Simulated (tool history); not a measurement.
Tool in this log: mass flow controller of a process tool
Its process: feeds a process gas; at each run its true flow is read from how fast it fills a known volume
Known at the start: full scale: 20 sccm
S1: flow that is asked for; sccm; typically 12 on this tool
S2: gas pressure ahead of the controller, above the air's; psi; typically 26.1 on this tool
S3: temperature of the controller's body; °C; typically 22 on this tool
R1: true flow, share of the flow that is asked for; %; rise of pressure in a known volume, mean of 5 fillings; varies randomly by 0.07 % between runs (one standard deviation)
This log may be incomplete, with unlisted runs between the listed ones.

run 1 hour=0.0 | S1=12 S2=26.1 S3=22 | R1=98.56
run 2 hour=274.6 | S1=12 S2=26.1 S3=22 | R1=98.52
run 3 hour=475.4 | S1=12 S2=23.1 S3=22 | R1=98.64
run 4 hour=705.3 | S1=12 S2=23.1 S3=22 | R1=98.72
run 5 hour=907.9 | S1=12 S2=35.2 S3=22 | R1=98.47
run 6 hour=1124.0 | S1=12 S2=35.2 S3=22 | R1=98.63
run 7 hour=1268.0 | S1=8 S2=35.2 S3=22 | R1=97.98
run 8 hour=1579.6 | S1=8 S2=35.2 S3=23 | R1=98.27
run 9 hour=1774.1 | S1=12 S2=26.1 S3=22 | R1=98.68
run 10 hour=2056.1 | S1=12 S2=26.1 S3=22 | R1=98.89
run 11 hour=2205.1 | S1=7 S2=26.1 S3=22 | R1=98.13
run 12 hour=2377.4 | S1=12 S2=34.8 S3=22 | R1=98.77
run 13 hour=2610.8 | S1=12 S2=34.8 S3=22 | R1=98.78
run 14 hour=2785.6 | S1=4 S2=26.1 S3=22 | R1=97.67
run 15 hour=3083.0 | S1=12 S2=26.1 S3=22 | R1=99.01
run 16 hour=3240.8 | S1=12 S2=26.1 S3=22 | R1=99.01
run 17 hour=3431.3 | S1=12 S2=26.1 S3=22 | R1=98.92
run 18 hour=3744.4 | S1=12 S2=26.1 S3=36 | R1=100.32
run 19 hour=3910.4 | S1=12 S2=26.1 S3=36 | R1=100.22
run 20 hour=4097.7 | S1=12 S2=26.1 S3=36 | R1=100.30
run 21 hour=4365.2 | S1=12 S2=26.1 S3=26 | R1=99.52
run 22 hour=4569.7 | S1=12 S2=26.1 S3=32 | R1=100.00
run 23 hour=4720.2 | S1=12 S2=26.1 S3=22 | R1=99.40
run 24 hour=4973.9 | S1=12 S2=26.1 S3=22 | R1=99.39
run 25 hour=5224.5 | S1=12 S2=26.1 S3=39 | R1=100.76
run 26 hour=5534.1 | S1=14 S2=26.1 S3=20 | R1=99.54
run 27 hour=5839.4 | S1=3 S2=39.3 S3=24 | R1=98.11
run 28 hour=6087.0 | S1=3 S2=22.6 S3=24 | R1=98.24
run 29 hour=6353.8 | S1=4 S2=22.8 S3=20 | R1=98.11
run 30 hour=6586.2 | S1=8 S2=26.1 S3=22 | R1=98.81
run 31 hour=6828.2 | S1=9 S2=26.1 S3=29 | R1=99.72
run 32 hour=7093.3 | S1=9 S2=25.5 S3=27 | R1=99.46
run 33 hour=7360.5 | S1=8 S2=21.9 S3=21 | R1=99.00
run 34 hour=7509.6 | S1=14 S2=33.2 S3=21 | R1=99.74
run 35 hour=7658.3 | S1=8 S2=23.4 S3=22 | R1=99.06
run 36 hour=7862.0 | S1=12 S2=29.2 S3=23 | R1=99.72
run 37 hour=8008.2 | S1=12 S2=29.2 S3=23 | R1=99.75
run 38 hour=8171.3 | S1=12 S2=29.2 S3=23 | R1=99.75
run 39 hour=8497.0 | S1=12 S2=29.2 S3=23 | R1=98.61
run 40 hour=8809.7 | S1=6 S2=36.7 S3=39 | R1=98.99
run 41 hour=8951.9 | S1=12 S2=38.6 S3=31 | R1=99.18
run 42 hour=9268.5 | S1=12 S2=38.6 S3=31 | R1=99.35
run 43 hour=9502.2 | S1=3 S2=26.1 S3=29 | R1=97.84
run 44 hour=9779.4 | S1=3 S2=26.1 S3=29 | R1=97.84
run 45 hour=9962.0 | S1=5 S2=26.1 S3=22 | R1=97.60
run 46 hour=10205.8 | S1=5 S2=26.1 S3=22 | R1=97.81
run 47 hour=10475.4 | S1=3 S2=26.1 S3=22 | R1=97.55

Not shown: 2 entries that the log had between the listed runs. Between which runs, and how does the tool's hidden state differ before and after?
Between runs 28 and 29: controller's zero set anew (hour 6243.8)
  flow at rest that the sensor doesn't see, % of full scale: 0.004 -> 0; drift of the gauge itself on true_pct, %: 0.93 -> 0.97
  what was measured, less what the result would be without the hidden state, R1: +0.94 -> +0.95 %
Between runs 38 and 39: gauge calibrated (hour 8200.8)
  drift of the gauge itself on true_pct, %: 1.25 -> 0.05
  what was measured, less what the result would be without the hidden state, R1: +1.24 -> +0.05 %

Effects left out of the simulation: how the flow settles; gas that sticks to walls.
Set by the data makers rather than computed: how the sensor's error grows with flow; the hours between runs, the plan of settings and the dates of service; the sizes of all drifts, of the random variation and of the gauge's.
